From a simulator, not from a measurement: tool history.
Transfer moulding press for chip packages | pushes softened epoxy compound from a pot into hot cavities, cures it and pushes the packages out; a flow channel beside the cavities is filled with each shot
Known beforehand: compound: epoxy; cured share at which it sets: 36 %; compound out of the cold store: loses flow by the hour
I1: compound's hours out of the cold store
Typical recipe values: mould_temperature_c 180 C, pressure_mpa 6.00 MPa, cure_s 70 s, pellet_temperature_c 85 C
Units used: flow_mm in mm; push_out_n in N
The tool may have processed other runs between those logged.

Run 1, day 0.000: usual settings; I1 22.8. Result: flow_mm 676 mm, push_out_n 707 N.
At day 0.592: cavities cleaned with cleaning compound and waxed.
Run 2, day 1.229: usual settings; I1 15.1. Result: flow_mm 699 mm, push_out_n 868 N.
Run 3, day 2.404: usual settings; I1 44.0. Result: flow_mm 605 mm, push_out_n 828 N.
At day 2.562: cavities cleaned with cleaning compound and waxed.
At day 2.896: cavities cleaned with cleaning compound and waxed, once more.
Run 4, day 3.183: usual settings; I1 41.1. Result: flow_mm 610 mm, push_out_n 545 N.
Run 5, day 3.704: usual settings; I1 40.4. Result: flow_mm 607 mm, push_out_n 616 N.
Run 6, day 4.254: usual settings; I1 42.9. Result: flow_mm 599 mm, push_out_n 700 N.
Run 7, day 4.754: usual settings; I1 36.6. Result: flow_mm 611 mm, push_out_n 716 N.
At day 4.908: cavities cleaned with cleaning compound and waxed.
Run 8, day 5.571: usual settings; I1 19.8. Result: flow_mm 660 mm, push_out_n 617 N.
Run 9, day 6.204: usual settings; I1 45.1. Result: flow_mm 586 mm, push_out_n 663 N.
At day 6.417: plunger's sealing rings changed.
At day 6.992: cavities cleaned with cleaning compound and waxed.
Run 10, day 6.992: usual settings; I1 30.2. Result: flow_mm 663 mm, push_out_n 521 N.
Run 11, day 8.038: usual settings; I1 24.2. Result: flow_mm 682 mm, push_out_n 645 N.
Run 12, day 8.617: usual settings; I1 39.8. Result: flow_mm 630 mm, push_out_n 698 N.
At day 8.992: cavities cleaned with cleaning compound and waxed.
Run 13, day 9.658: usual settings; I1 36.2. Result: flow_mm 636 mm, push_out_n 632 N.
Run 14, day 10.854: usual settings; I1 13.6. Result: flow_mm 701 mm, push_out_n 726 N.
At day 10.971: cavities cleaned with cleaning compound and waxed.
Run 15, day 11.708: usual settings but cure_s 85 s, pellet_temperature_c 90 C; I1 46.9. Result: flow_mm 599 mm, push_out_n 538 N.
Run 16, day 12.846: usual settings but cure_s 85 s, pellet_temperature_c 90 C; I1 46.0. Result: flow_mm 593 mm, push_out_n 621 N.
At day 12.983: cavities cleaned with cleaning compound and waxed.
Run 17, day 13.808: usual settings but mould_temperature_c 175 C, pressure_mpa 7.28 MPa; I1 25.0. Result: flow_mm 735 mm, push_out_n 857 N.
Run 18, day 14.675: usual settings but mould_temperature_c 176 C, cure_s 54 s, pellet_temperature_c 89 C; I1 41.5. Result: flow_mm 614 mm, push_out_n 1450 N.
At day 14.979: cavities cleaned with cleaning compound and waxed.
Run 19, day 15.271: usual settings but mould_temperature_c 183 C, pressure_mpa 6.31 MPa, cure_s 55 s, pellet_temperature_c 88 C; I1 14.6. Result: flow_mm 677 mm, push_out_n 763 N.

Forecast run 20:
At day 15.662: plunger's sealing rings changed.
Run 20, day 16.488: usual settings but mould_temperature_c 183 C, pressure_mpa 6.31 MPa, cure_s 55 s, pellet_temperature_c 88 C; I1 42.4. Result: flow_mm ?, push_out_n ?.

{"run 20": {"flow_mm": 632, "push_out_n": 808}}
Without the tool's hidden state the same run would have given flow_mm 638 mm, push_out_n 618 N.

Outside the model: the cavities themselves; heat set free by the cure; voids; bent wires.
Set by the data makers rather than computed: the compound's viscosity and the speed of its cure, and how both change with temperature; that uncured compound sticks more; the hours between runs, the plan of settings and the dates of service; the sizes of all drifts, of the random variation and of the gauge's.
